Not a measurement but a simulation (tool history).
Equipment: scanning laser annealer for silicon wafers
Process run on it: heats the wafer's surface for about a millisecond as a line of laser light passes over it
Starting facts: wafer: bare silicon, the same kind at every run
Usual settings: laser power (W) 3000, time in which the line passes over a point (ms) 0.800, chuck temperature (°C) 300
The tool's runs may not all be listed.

| run | hour | laser power (W) | time in which the line passes over a point (ms) | chuck temperature (°C) | highest temperature of the surface (°C) |
|---|---|---|---|---|---|
| 1 | 0.0 | 3000 | 0.800 | 300 | 1082 |
| 2 | 36.2 | 3000 | 0.583 | 300 | 952 |
| 3 | 70.8 | 2766 | 0.800 | 300 | 1009 |
| 4 | 118.2 | 2766 | 0.800 | 300 | 1004 |
| 5 | 169.4 | 3007 | 0.800 | 300 | 1080 |
| 6 | 227.9 | 3007 | 0.800 | 300 | 1075 |
| 7 | 265.0 | 3007 | 0.800 | 300 | 1075 |
| 8 | 317.8 | 3007 | 0.590 | 300 | 952 |
| 9 | 348.3 | 3007 | 0.590 | 324 | 979 |
| 10 | 402.0 | 2818 | 0.800 | 300 | 1019 |
| 11 | 438.0 | 2818 | 0.800 | 300 | 1018 |
| 12 | 482.0 | 2818 | 0.800 | 300 | 1016 |
| 13 | 528.1 | 2818 | 0.800 | 300 | 1015 |
| 14 | 576.4 | 3238 | 0.625 | 265 | 1001 |
| 15 | 636.9 | 3238 | 0.625 | 265 | 999 |
| 16 | 692.4 | 3097 | 0.794 | 300 | 1094 |
| 17 | 721.7 | 2559 | 0.616 | 320 | 868 |
| 18 | 785.2 | 2846 | 0.616 | 335 | 953 |
| 19 | 840.9 | 2846 | 0.616 | 335 | 953 |
| 20 | 894.4 | 2846 | 0.730 | 282 | 961 |
| 21 | 954.7 | 2846 | 0.730 | 282 | 961 |
| 22 | 1001.2 | 2986 | 0.597 | 260 | 902 |
| 23 | 1051.2 | 2733 | 0.585 | 260 | 830 |

Each row is a separate what-if for the run after 23, all from the same tool condition, not one after another. Results?
|  | 1101.3 | window over the wafer cleaned |
| A | 1110.0 | 3000 | 0.800 | 284 | ? |
|  | 1101.3 | window over the wafer cleaned |
| B | 1110.0 | 2664 | 0.637 | 330 | ? |
|  | 1101.3 | window over the wafer cleaned |
| C | 1110.0 | 2733 | 0.704 | 285 | ? |
|  | 1101.3 | window over the wafer cleaned |
| D | 1110.0 | 2764 | 0.585 | 286 | ? |
|  | 1101.3 | window over the wafer cleaned |
| E | 1110.0 | 2840 | 0.629 | 266 | ? |

| run | highest temperature of the surface (°C) |
|---|---|
| A | 1067 |
| B | 927 |
| C | 937 |
| D | 881 |
| E | 907 |
Without the tool's hidden state the same runs would have given:
| run | highest temperature of the surface (°C) |
|---|---|
| A | 1082 |
| B | 938 |
| C | 950 |
| D | 893 |
| E | 919 |

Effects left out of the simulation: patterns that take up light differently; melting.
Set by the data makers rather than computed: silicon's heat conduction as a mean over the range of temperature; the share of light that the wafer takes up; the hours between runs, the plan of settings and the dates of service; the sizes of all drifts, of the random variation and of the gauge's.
